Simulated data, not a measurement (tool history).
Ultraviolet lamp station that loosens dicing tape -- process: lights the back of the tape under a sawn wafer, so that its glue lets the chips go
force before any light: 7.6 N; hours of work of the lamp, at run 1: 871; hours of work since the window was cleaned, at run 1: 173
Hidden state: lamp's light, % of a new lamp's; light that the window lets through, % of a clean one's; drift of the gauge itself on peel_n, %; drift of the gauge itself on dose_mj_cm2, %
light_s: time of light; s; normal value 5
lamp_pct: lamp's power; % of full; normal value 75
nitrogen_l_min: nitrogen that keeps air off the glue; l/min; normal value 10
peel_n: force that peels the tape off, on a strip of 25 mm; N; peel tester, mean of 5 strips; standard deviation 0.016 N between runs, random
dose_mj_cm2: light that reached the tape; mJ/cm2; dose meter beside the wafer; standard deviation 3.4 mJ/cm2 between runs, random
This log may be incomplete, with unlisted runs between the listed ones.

run,hour,light_s,lamp_pct,nitrogen_l_min,hours of work of the lamp,hours of work since the window was cleaned,peel_n,dose_mj_cm2
1,0,5,75,10,871,173,1.364,392
2,27.5,5,75,10,892,194,1.508,384
# hour 45.8: window cleaned of glue's vapour
3,54.7,5,75,10,912,7,1.193,432
4,97.7,5,75,10,945,39,1.285,419
5,140.8,5,75,10,978,72,1.337,408
6,168.6,5,75,10,999,93,1.436,397
7,197.6,4,75,10,1020,115,2.008,313
8,225,9,75,10,1041,136,0.511,686
9,258.1,5,75,9,1066,161,1.741,367
10,280.3,5,75,9,1083,177,1.712,360
11,300.1,5,75,9,1098,192,1.726,353
# hour 320.3: window cleaned of glue's vapour
12,320.3,5,87,10,1113,0,1.01,485
13,362.9,5,87,10,1145,32,1.076,472
14,400.9,5,87,10,1174,61,1.116,456
15,422.6,5,87,10,1190,77,1.195,446
16,463.3,5,75,10,1221,108,1.509,377
17,504.9,5,75,10,1253,140,1.618,364
18,523.4,5,75,10,1267,154,1.632,358
19,559.4,5,75,10,1294,181,1.674,351
# hour 595.2: window cleaned of glue's vapour
20,596,5,89,7,1321,1,1.393,459
21,613.9,5,89,7,1335,14,1.407,459
22,634.3,5,89,7,1350,30,1.474,451
23,659.8,5,89,7,1369,49,1.5,440
24,677.7,5,89,7,1383,62,1.519,437
25,710.3,5,68,4,1408,87,3.031,325
26,748,5,81,6,1436,116,1.946,373
27,774,7,70,4,1456,135,2.096,444
28,805.3,5,79,14,1479,159,1.342,350
29,823.6,5,79,14,1493,173,1.475,344
30,865,3,92,4,1525,204,3.643,230
# hour 870.7: window cleaned of glue's vapour
31,903.1,3,92,4,1553,24,3.452,266
32,923.7,3,99,10,1569,40,2.234,278
33,948.3,3,99,10,1587,59,2.336,272
34,987.7,3,99,10,1617,88,2.4,259
35,1018.5,5,97,13,1640,112,1.082,425

Each row is a separate what-if for the run after 35, all from the same tool condition, not one after another. Results?
A,1057.8,2,75,7,1670,142,?,?
B,1057.8,3,92,7,1670,142,?,?
C,1057.8,5,68,5,1670,142,?,?
D,1057.8,4,61,13,1670,142,?,?
E,1057.8,5,86,13,1670,142,?,?

run,peel_n,dose_mj_cm2
A,4.799,127
B,3.273,236
C,2.994,287
D,2.816,205
E,1.402,363
Without the tool's unlogged condition, the same runs would have read:
run,peel_n,dose_mj_cm2
A,3.337,224
B,1.717,416
C,1.515,508
D,1.37,364
E,0.479,642
